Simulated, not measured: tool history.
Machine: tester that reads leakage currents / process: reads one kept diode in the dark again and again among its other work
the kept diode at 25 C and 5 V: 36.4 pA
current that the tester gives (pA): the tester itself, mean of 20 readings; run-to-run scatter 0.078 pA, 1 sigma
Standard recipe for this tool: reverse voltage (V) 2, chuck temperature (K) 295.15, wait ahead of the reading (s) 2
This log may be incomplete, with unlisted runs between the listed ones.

run      day  reverse voltage (V)  chuck temperature (K)  wait ahead of the reading (s)  current that the tester gives (pA)
  1        0                    2                 295.15                              2                               26.04
  2    6.312                    2                 295.15                              2                               26.53
  3   15.067                 1.11                 295.15                              2                                20.6
  4   19.758                 1.11                 295.15                              2                               20.82
  5   26.158                 1.11                 295.15                              2                               21.15
  6   33.296                    2                 295.15                            3.4                               23.35
  7   42.517                    2                 295.15                            3.4                               23.98
  8   48.754                    2                 295.15                            3.4                               24.38
  9   58.179                    2                 295.15                            3.4                               20.48
 10   69.492                11.05                 295.15                              2                               43.47
 11   75.958                    2                 295.15                              2                               21.76
 12   85.779                    2                 295.15                           0.34                               23.34
 13   95.388                 2.44                 295.15                           0.34                               26.05
 14  106.021                    2                 295.15                              2                               23.69
 15  112.988                  1.2                 295.15                              2                               19.65
 16  119.804                    2                 295.15                           2.12                               24.74
 17  130.488                11.48                 295.15                              2                               57.85
 18  139.425                    2                 295.15                              2                               21.35
 19  144.321                 1.68                 295.15                              2                               19.97
 20  154.762                 1.68                 295.15                              2                               20.57
 21  161.892                 1.68                 295.15                              2                               21.12
 22  166.612                15.97                 295.15                            1.5                               68.74
 23  174.179                 1.65                 295.15                           0.74                               21.84
 24    179.6                 1.73                 295.15                           9.61                               22.16
 25  185.808                15.73                 329.15                           0.72                              690.57
 26  193.025                    2                 301.15                              2                               39.18
 27  201.283                 7.76                 301.15                           0.55                               76.88
 28  212.642                  2.5                 295.15                           1.29                               29.02
 29  218.304                  2.5                 295.15                           1.29                               29.45
 30  223.338                  2.5                 295.15                           1.29                                30.1
 31  229.367                  2.5                 295.15                           1.29                               30.34
 32  235.817                17.55                 295.15                           0.91                               95.81
 33  242.167                17.55                 295.15                           0.91                               98.21
 34  250.796                 1.74                 295.15                           3.22                               19.05
 35  260.004                 1.74                 295.15                           3.22                               19.52
 36  265.458                    2                 305.15                           8.34                                47.9
 37  270.546                 9.29                 323.15                           3.93                              349.45
 38  275.342                 9.29                 301.15                           3.93                               66.33
 39  283.083                 9.29                 301.15                           3.93                               68.54

Between the runs listed above, the log contained 5 entries, not reproduced here. Where in the sequence does each belong, and how does what the log doesn't record of the tool's condition differ from the listed run before to the listed run after?
Logged between run 5 and run 6: chuck's temperature calibrated (day 31.175)
  stray current of the dirty probe card, pA a volt: 1.94 -> 2.026; current scale over the true one, %: -1.28 -> -1.32; true chuck temperature over the reading, C: 2.28 -> -0.15
  measured result minus the result with no hidden state, current that the tester gives (pA): +5.31 -> +3.44
Logged between run 8 and run 9: probe card cleaned and baked (day 52.604)
  stray current of the dirty probe card, pA a volt: 2.228 -> 0.103; current scale over the true one, %: -1.4 -> -1.45; true chuck temperature over the reading, C: 0.22 -> 0.42
  measured result minus the result with no hidden state, current that the tester gives (pA): +4.45 -> +0.61
Logged between run 17 and run 18: chuck's temperature calibrated (day 137.496)
  stray current of the dirty probe card, pA a volt: 0.972 -> 1.08; current scale over the true one, %: -1.84 -> -1.89; true chuck temperature over the reading, C: 2.13 -> -0.18
  measured result minus the result with no hidden state, current that the tester gives (pA): +17.77 -> +1.41
Logged between run 33 and run 34: probe card cleaned and baked (day 243.867); chuck's temperature calibrated (day 243.95)
  stray current of the dirty probe card, pA a volt: 2.382 -> 0.112; current scale over the true one, %: -2.45 -> -2.49; true chuck temperature over the reading, C: 2.19 -> 0.27
  measured result minus the result with no hidden state, current that the tester gives (pA): +48.51 -> +0.13
